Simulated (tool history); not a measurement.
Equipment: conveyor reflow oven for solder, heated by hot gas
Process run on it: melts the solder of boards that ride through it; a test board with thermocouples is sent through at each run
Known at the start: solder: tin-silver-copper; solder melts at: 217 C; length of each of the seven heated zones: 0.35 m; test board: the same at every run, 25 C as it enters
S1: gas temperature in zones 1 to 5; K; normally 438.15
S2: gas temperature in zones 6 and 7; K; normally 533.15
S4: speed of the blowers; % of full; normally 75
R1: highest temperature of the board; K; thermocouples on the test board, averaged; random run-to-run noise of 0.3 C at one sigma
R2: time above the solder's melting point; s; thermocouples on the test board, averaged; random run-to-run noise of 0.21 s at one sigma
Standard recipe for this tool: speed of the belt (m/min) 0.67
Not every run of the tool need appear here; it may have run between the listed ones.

run 1 day=0 | S1=438.15 S2=533.15 speed_of_the_belt_(m/min)=0.67 S4=75 | R1=519.25 R2=41.2
run 2 day=0.408 | S1=438.15 S2=533.15 speed_of_the_belt_(m/min)=0.67 S4=75 | R1=518.95 R2=41.1
run 3 day=0.788 | S1=438.15 S2=533.15 speed_of_the_belt_(m/min)=0.67 S4=75 | R1=518.65 R2=41.1
run 4 day=1.304 | S1=438.15 S2=533.15 speed_of_the_belt_(m/min)=0.67 S4=75 | R1=518.85 R2=41
run 5 day=1.771 | S1=438.15 S2=533.15 speed_of_the_belt_(m/min)=0.67 S4=75 | R1=518.35 R2=40.9
run 6 day=2.262 | S1=438.15 S2=533.15 speed_of_the_belt_(m/min)=0.67 S4=75 | R1=518.25 R2=40.7
run 7 day=2.767 | S1=438.15 S2=533.15 speed_of_the_belt_(m/min)=0.67 S4=75 | R1=518.85 R2=40.8
-- day=3.017 flux residue cleaned out of gas plates and filters
run 8 day=3.442 | S1=438.15 S2=531.15 speed_of_the_belt_(m/min)=0.618 S4=54 | R1=513.65 R2=39.5
run 9 day=3.712 | S1=440.15 S2=533.15 speed_of_the_belt_(m/min)=0.67 S4=75 | R1=518.35 R2=41.4
run 10 day=4.042 | S1=440.15 S2=533.15 speed_of_the_belt_(m/min)=0.67 S4=75 | R1=518.05 R2=41

5 options for the next run, each taken on its own from the tool as it stands now. Forecast them:
run A day=4.546 | S1=430.15 S2=533.15 speed_of_the_belt_(m/min)=0.784 S4=78 | R1=? R2=?
run B day=4.546 | S1=438.15 S2=533.15 speed_of_the_belt_(m/min)=0.67 S4=52 | R1=? R2=?
run C day=4.546 | S1=432.15 S2=543.15 speed_of_the_belt_(m/min)=0.553 S4=75 | R1=? R2=?
run D day=4.546 | S1=440.15 S2=528.15 speed_of_the_belt_(m/min)=0.754 S4=75 | R1=? R2=?
run E day=4.546 | S1=438.15 S2=543.15 speed_of_the_belt_(m/min)=0.67 S4=75 | R1=? R2=?

run=A R1=512.35 R2=27.4
run=B R1=512.75 R2=34
run=C R1=531.65 R2=58.1
run=D R1=510.15 R2=29.4
run=E R1=526.35 R2=45
With no hidden state in the tool, these same runs would have given:
run=A R1=514.25 R2=29
run=B R1=514.15 R2=35.3
run=C R1=533.05 R2=58.9
run=D R1=511.75 R2=31
run=E R1=528.05 R2=46
